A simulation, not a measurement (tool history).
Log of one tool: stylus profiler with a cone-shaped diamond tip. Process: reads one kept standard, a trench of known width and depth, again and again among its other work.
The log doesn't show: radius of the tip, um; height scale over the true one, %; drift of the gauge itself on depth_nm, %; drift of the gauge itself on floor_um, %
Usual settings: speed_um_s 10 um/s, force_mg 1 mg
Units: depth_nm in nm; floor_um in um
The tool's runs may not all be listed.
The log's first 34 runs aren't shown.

| run | day | speed_um_s | force_mg | scans with this tip | hours of work since the height scale was calibrated | depth_nm | floor_um |
|---|---|---|---|---|---|---|---|
| 35 | 109.708 | 8 | 1.52 | 3568 | 451 | 504.68 | 46.96 |
| 36 | 111.954 | 5 | 1.75 | 3782 | 478 | 505.11 | 46.98 |
| 37 | 115.875 | 10 | 0.59 | 4158 | 526 | 502.44 | 46.91 |
| 38 | 118.6 | 10 | 0.59 | 4418 | 559 | 502.58 | 46.91 |
| 39 | 122.258 | 9 | 0.57 | 4768 | 603 | 502.49 | 46.93 |
| 40 | 124.767 | 15 | 0.78 | 5008 | 633 | 503.19 | 46.9 |
| 41 | 128.779 | 15 | 0.78 | 5392 | 682 | 503.08 | 46.89 |
| 42 | 133.146 | 8 | 0.64 | 5810 | 735 | 502.64 | 46.92 |
| 43 | 135.846 | 3 | 1.92 | 6068 | 767 | 505.44 | 46.98 |
| 44 | 137.796 | 16 | 1.77 | 6255 | 791 | 505.14 | 46.9 |
| 45 | 140.458 | 16 | 1.77 | 6509 | 823 | 505.34 | 46.92 |
| 46 | 143.954 | 23 | 2.54 | 6844 | 865 | 506.37 | 46.89 |

Forecast each of these 4 alternatives for the next run:
| A | 148.375 | 22 | 2.54 | 7267 | 919 | ? | ? |
| B | 148.375 | 19 | 1.3 | 7267 | 919 | ? | ? |
| C | 148.375 | 23 | 1.65 | 7267 | 919 | ? | ? |
| D | 148.375 | 5 | 1.14 | 7267 | 919 | ? | ? |

| run | depth_nm | floor_um |
|---|---|---|
| A | 506.67 | 46.97 |
| B | 504.33 | 46.91 |
| C | 504.88 | 46.87 |
| D | 504.01 | 46.91 |
Without the tool's hidden state the same runs would have given:
| run | depth_nm | floor_um |
|---|---|---|
| A | 506.69 | 46.97 |
| B | 504.35 | 46.91 |
| C | 504.9 | 46.87 |
| D | 504.03 | 46.92 |
